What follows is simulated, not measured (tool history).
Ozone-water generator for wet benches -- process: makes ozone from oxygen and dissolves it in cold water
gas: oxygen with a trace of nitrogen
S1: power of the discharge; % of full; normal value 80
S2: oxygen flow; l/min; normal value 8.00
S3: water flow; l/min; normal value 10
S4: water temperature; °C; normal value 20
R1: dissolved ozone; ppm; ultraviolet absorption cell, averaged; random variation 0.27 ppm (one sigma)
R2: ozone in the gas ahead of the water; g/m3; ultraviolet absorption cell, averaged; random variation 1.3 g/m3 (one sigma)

run	hour	S1	S2	S3	S4	R1	R2
1	0.0	80	8.00	10	20	37.4	210.7
2	50.7	80	8.00	10	20	37.2	212.3
3	82.2	80	8.00	10	20	36.9	213.4
4	127.9	80	8.00	10	20	36.5	212.4
5	155.8	80	7.26	10	20	37.0	216.6
6	191.7	80	7.26	10	20	37.2	217.9
7	227.1	80	7.26	10	20	37.1	215.8
8	260.4	80	5.26	10	20	36.6	239.9
# hour 264.9: water thermometer calibrated
9	291.4	80	5.26	10	20	36.9	238.3
10	356.9	80	8.00	10	27	31.0	209.7
11	425.8	80	8.00	10	27	30.3	208.2
12	488.2	80	8.00	10	27	30.7	208.0
# hour 521.9: water thermometer calibrated, once more
13	526.0	80	8.00	10	27	30.3	208.5
14	569.6	80	6.48	10	26	31.7	223.6
15	602.0	80	6.48	10	26	31.5	219.7
16	633.5	83	6.48	10	26	32.2	222.0
17	666.8	60	6.48	12	14	31.1	192.0
18	731.7	70	8.00	10	20	33.7	192.5
19	761.9	44	8.04	10	14	30.5	153.4
20	818.5	80	7.91	12	20	32.2	208.0
21	855.9	80	7.91	9	20	37.9	204.7
22	907.5	64	8.00	6	20	40.0	184.7

4 options for the next run, each taken on its own from the tool as it stands now. Forecast them:
A	954.5	78	8.00	7	23	?	?
B	954.5	51	8.00	10	20	?	?
C	954.5	80	4.02	10	20	?	?
D	954.5	80	8.00	7	14	?	?

run	R1	R2
A	38.8	199.9
B	28.4	163.2
C	35.0	256.3
D	48.8	201.5
With the hidden condition removed and each run's random variation left untouched, the same runs would have given:
run	R1	R2
A	45.2	228.4
B	32.4	181.4
C	41.1	293.3
D	57.0	230.5
